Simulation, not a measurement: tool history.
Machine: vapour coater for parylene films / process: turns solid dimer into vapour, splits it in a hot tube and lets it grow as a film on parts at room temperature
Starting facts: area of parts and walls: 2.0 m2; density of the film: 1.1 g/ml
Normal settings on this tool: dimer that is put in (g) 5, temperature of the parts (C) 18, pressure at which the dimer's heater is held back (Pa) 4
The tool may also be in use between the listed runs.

run     day  dimer that is put in (g)  temperature of the parts (C)  pressure at which the dimer's heater is held back (Pa)  thickness of the film (nm)
  1       0                         5                            18                                                       4                        1250
  2   0.725                         5                            18                                                       4                        1250
  3   1.567                         5                            18                                                    9.11                        1070
  4   2.229                         5                            12                                                       4                        1450
  5     3.2                         5                            12                                                       4                        1370
  6   4.229                         5                            18                                                       4                        1150
  7   5.292                         5                            18                                                       4                        1200
  8   5.746                         5                            18                                                       4                        1180
  9   6.442                         5                            18                                                       4                        1170
 10   7.162                         4                            18                                                       4                         930
 11   7.712                         4                            18                                                       4                         960
 12   8.262                         4                            18                                                       4                         900
      8.496  -- trap's valve overhauled
 13   9.388                         5                            22                                                       4                         950
 14  10.104                         5                            22                                                       4                         950
 15  10.604                         6                            18                                                    4.29                        1260
 16  11.383                         3                            21                                                       4                         580
 17      12                         2                            30                                                    3.64                         290
 18  12.521                         2                            30                                                    3.64                         350
 19  13.196                         2                            30                                                    3.64                         340
     13.454  -- trap's valve overhauled, once more
 20  14.092                         2                            13                                                    6.98                         510
 21  15.062                         5                            14                                                      11                        1230
 22  16.117                         5                            14                                                    2.11                        1510
 23  17.171                         8                            18                                                    10.5                        1720
 24  18.238                         5                            18                                                    6.14                        1150

3 options for the next run, each taken on its own from the tool as it stands now. Forecast them:
  A  19.317                         3                            18                                                    6.14                           ?
  B  19.317                         5                            23                                                    2.65                           ?
  C  19.317                         5                            18                                                    4.04                           ?

run  thickness of the film (nm)
  A                         680
  B                        1100
  C                        1200
The same runs, with their run-to-run variation unchanged, on a tool lacking any hidden condition would have given:
run  thickness of the film (nm)
  A                         710
  B                        1160
  C                        1270

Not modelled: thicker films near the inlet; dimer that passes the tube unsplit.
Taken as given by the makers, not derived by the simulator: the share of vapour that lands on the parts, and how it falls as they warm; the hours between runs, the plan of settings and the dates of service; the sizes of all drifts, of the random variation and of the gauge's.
